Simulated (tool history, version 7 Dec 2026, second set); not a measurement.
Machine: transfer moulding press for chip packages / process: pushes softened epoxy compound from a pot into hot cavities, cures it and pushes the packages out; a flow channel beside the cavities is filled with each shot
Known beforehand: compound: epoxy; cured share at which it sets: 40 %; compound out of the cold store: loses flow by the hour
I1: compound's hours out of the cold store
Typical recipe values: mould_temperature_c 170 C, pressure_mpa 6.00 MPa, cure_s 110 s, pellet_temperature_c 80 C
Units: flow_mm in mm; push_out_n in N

{"run": 1, "hour": 0.0, "mould_temperature_c": 170, "pressure_mpa": 6.0, "cure_s": 110, "pellet_temperature_c": 80, "I1": 29.4, "flow_mm": 620.9, "push_out_n": 620}
{"hour": 68.9, "done": "cavities cleaned with cleaning compound and waxed"}
{"run": 2, "hour": 70.3, "mould_temperature_c": 170, "pressure_mpa": 6.0, "cure_s": 110, "pellet_temperature_c": 87, "I1": 26.1, "flow_mm": 622.2, "push_out_n": 508}
{"hour": 81.0, "done": "mould's thermocouples calibrated"}
{"hour": 167.4, "done": "cavities cleaned with cleaning compound and waxed"}
{"run": 3, "hour": 167.4, "mould_temperature_c": 166, "pressure_mpa": 6.0, "cure_s": 110, "pellet_temperature_c": 80, "I1": 20.6, "flow_mm": 641.1, "push_out_n": 638}
{"run": 4, "hour": 230.0, "mould_temperature_c": 166, "pressure_mpa": 6.0, "cure_s": 110, "pellet_temperature_c": 80, "I1": 23.2, "flow_mm": 630.4, "push_out_n": 807}
{"hour": 264.1, "done": "cavities cleaned with cleaning compound and waxed"}
{"run": 5, "hour": 276.7, "mould_temperature_c": 166, "pressure_mpa": 6.0, "cure_s": 99, "pellet_temperature_c": 80, "I1": 15.0, "flow_mm": 646.9, "push_out_n": 917}
{"hour": 351.2, "done": "plunger's sealing rings changed"}
{"run": 6, "hour": 353.4, "mould_temperature_c": 170, "pressure_mpa": 6.0, "cure_s": 110, "pellet_temperature_c": 82, "I1": 9.1, "flow_mm": 657.6, "push_out_n": 686}
{"hour": 364.3, "done": "cavities cleaned with cleaning compound and waxed"}
{"run": 7, "hour": 408.6, "mould_temperature_c": 170, "pressure_mpa": 6.0, "cure_s": 110, "pellet_temperature_c": 80, "I1": 11.9, "flow_mm": 650.6, "push_out_n": 642}
{"run": 8, "hour": 452.9, "mould_temperature_c": 170, "pressure_mpa": 6.0, "cure_s": 110, "pellet_temperature_c": 80, "I1": 47.9, "flow_mm": 583.5, "push_out_n": 668}
{"hour": 460.8, "done": "cavities cleaned with cleaning compound and waxed"}
{"run": 9, "hour": 532.9, "mould_temperature_c": 170, "pressure_mpa": 6.0, "cure_s": 110, "pellet_temperature_c": 80, "I1": 45.2, "flow_mm": 587.8, "push_out_n": 662}
{"hour": 563.9, "done": "cavities cleaned with cleaning compound and waxed"}
{"hour": 597.0, "done": "mould's thermocouples calibrated"}
{"run": 10, "hour": 607.3, "mould_temperature_c": 170, "pressure_mpa": 6.0, "cure_s": 110, "pellet_temperature_c": 80, "I1": 8.5, "flow_mm": 647.9, "push_out_n": 620}
{"hour": 666.1, "done": "cavities cleaned with cleaning compound and waxed"}
{"run": 11, "hour": 680.2, "mould_temperature_c": 170, "pressure_mpa": 6.0, "cure_s": 110, "pellet_temperature_c": 80, "I1": 22.0, "flow_mm": 617.4, "push_out_n": 545}
{"hour": 712.9, "done": "plunger's sealing rings changed"}
{"hour": 768.7, "done": "cavities cleaned with cleaning compound and waxed"}
{"run": 12, "hour": 774.0, "mould_temperature_c": 170, "pressure_mpa": 4.62, "cure_s": 110, "pellet_temperature_c": 80, "I1": 31.5, "flow_mm": 537.8, "push_out_n": 510}
{"run": 13, "hour": 849.3, "mould_temperature_c": 170, "pressure_mpa": 4.62, "cure_s": 110, "pellet_temperature_c": 80, "I1": 8.0, "flow_mm": 572.3, "push_out_n": 721}
{"hour": 865.5, "done": "cavities cleaned with cleaning compound and waxed"}
{"run": 14, "hour": 916.8, "mould_temperature_c": 170, "pressure_mpa": 4.62, "cure_s": 110, "pellet_temperature_c": 80, "I1": 33.3, "flow_mm": 529.5, "push_out_n": 656}
{"run": 15, "hour": 958.3, "mould_temperature_c": 170, "pressure_mpa": 7.2, "cure_s": 110, "pellet_temperature_c": 89, "I1": 36.3, "flow_mm": 653.0, "push_out_n": 689}
{"hour": 964.0, "done": "cavities cleaned with cleaning compound and waxed"}
{"run": 16, "hour": 1031.6, "mould_temperature_c": 172, "pressure_mpa": 4.81, "cure_s": 100, "pellet_temperature_c": 84, "I1": 43.6, "flow_mm": 515.4, "push_out_n": 704}
{"hour": 1062.3, "done": "cavities cleaned with cleaning compound and waxed"}
{"hour": 1071.2, "done": "plunger's sealing rings changed"}
{"run": 17, "hour": 1094.3, "mould_temperature_c": 172, "pressure_mpa": 4.81, "cure_s": 100, "pellet_temperature_c": 84, "I1": 45.6, "flow_mm": 523.2, "push_out_n": 594}
{"hour": 1114.7, "done": "mould's thermocouples calibrated"}
{"run": 18, "hour": 1150.5, "mould_temperature_c": 170, "pressure_mpa": 6.0, "cure_s": 110, "pellet_temperature_c": 70, "I1": 35.5, "flow_mm": 605.7, "push_out_n": 688}
{"hour": 1167.3, "done": "cavities cleaned with cleaning compound and waxed"}
{"run": 19, "hour": 1251.5, "mould_temperature_c": 176, "pressure_mpa": 5.18, "cure_s": 96, "pellet_temperature_c": 77, "I1": 27.4, "flow_mm": 556.0, "push_out_n": 646}
{"hour": 1267.9, "done": "cavities cleaned with cleaning compound and waxed"}
{"run": 20, "hour": 1305.4, "mould_temperature_c": 170, "pressure_mpa": 6.0, "cure_s": 128, "pellet_temperature_c": 84, "I1": 22.6, "flow_mm": 621.3, "push_out_n": 504}
{"hour": 1369.5, "done": "cavities cleaned with cleaning compound and waxed"}
{"run": 21, "hour": 1379.0, "mould_temperature_c": 176, "pressure_mpa": 6.0, "cure_s": 97, "pellet_temperature_c": 80, "I1": 36.6, "flow_mm": 577.6, "push_out_n": 465}
{"hour": 1433.5, "done": "plunger's sealing rings changed"}
{"run": 22, "hour": 1442.9, "mould_temperature_c": 170, "pressure_mpa": 4.56, "cure_s": 110, "pellet_temperature_c": 80, "I1": 47.7, "flow_mm": 513.3, "push_out_n": 665}
{"hour": 1471.6, "done": "cavities cleaned with cleaning compound and waxed"}
{"run": 23, "hour": 1504.8, "mould_temperature_c": 170, "pressure_mpa": 4.56, "cure_s": 110, "pellet_temperature_c": 80, "I1": 17.5, "flow_mm": 557.4, "push_out_n": 611}
{"hour": 1572.7, "done": "cavities cleaned with cleaning compound and waxed"}
{"run": 24, "hour": 1582.6, "mould_temperature_c": 170, "pressure_mpa": 6.0, "cure_s": 110, "pellet_temperature_c": 81, "I1": 33.8, "flow_mm": 605.8, "push_out_n": 533}
{"hour": 1628.8, "done": "mould's thermocouples calibrated"}
{"run": 25, "hour": 1656.0, "mould_temperature_c": 173, "pressure_mpa": 7.42, "cure_s": 115, "pellet_temperature_c": 84, "I1": 30.1, "flow_mm": 668.1, "push_out_n": 599}
{"hour": 1675.2, "done": "cavities cleaned with cleaning compound and waxed"}
{"run": 26, "hour": 1717.5, "mould_temperature_c": 173, "pressure_mpa": 7.42, "cure_s": 115, "pellet_temperature_c": 84, "I1": 40.8, "flow_mm": 644.4, "push_out_n": 538}

Branching from run 26: 3 alternative next runs. What would each branch give?
{"run": "A", "hour": 1762.4, "mould_temperature_c": 170, "pressure_mpa": 6.0, "cure_s": 136, "pellet_temperature_c": 80, "I1": 46.7, "flow_mm": "?", "push_out_n": "?"}
{"run": "B", "hour": 1762.4, "mould_temperature_c": 170, "pressure_mpa": 6.0, "cure_s": 100, "pellet_temperature_c": 80, "I1": 33.5, "flow_mm": "?", "push_out_n": "?"}
{"run": "C", "hour": 1762.4, "mould_temperature_c": 166, "pressure_mpa": 7.42, "cure_s": 115, "pellet_temperature_c": 84, "I1": 29.5, "flow_mm": "?", "push_out_n": "?"}

run=A flow_mm=576.4 push_out_n=575
run=B flow_mm=598.3 push_out_n=834
run=C flow_mm=686.9 push_out_n=799
Take away the tool's hidden state, keep each run's random variation, and the runs would have read:
run=A flow_mm=591.2 push_out_n=402
run=B flow_mm=613.8 push_out_n=582
run=C flow_mm=704.6 push_out_n=557
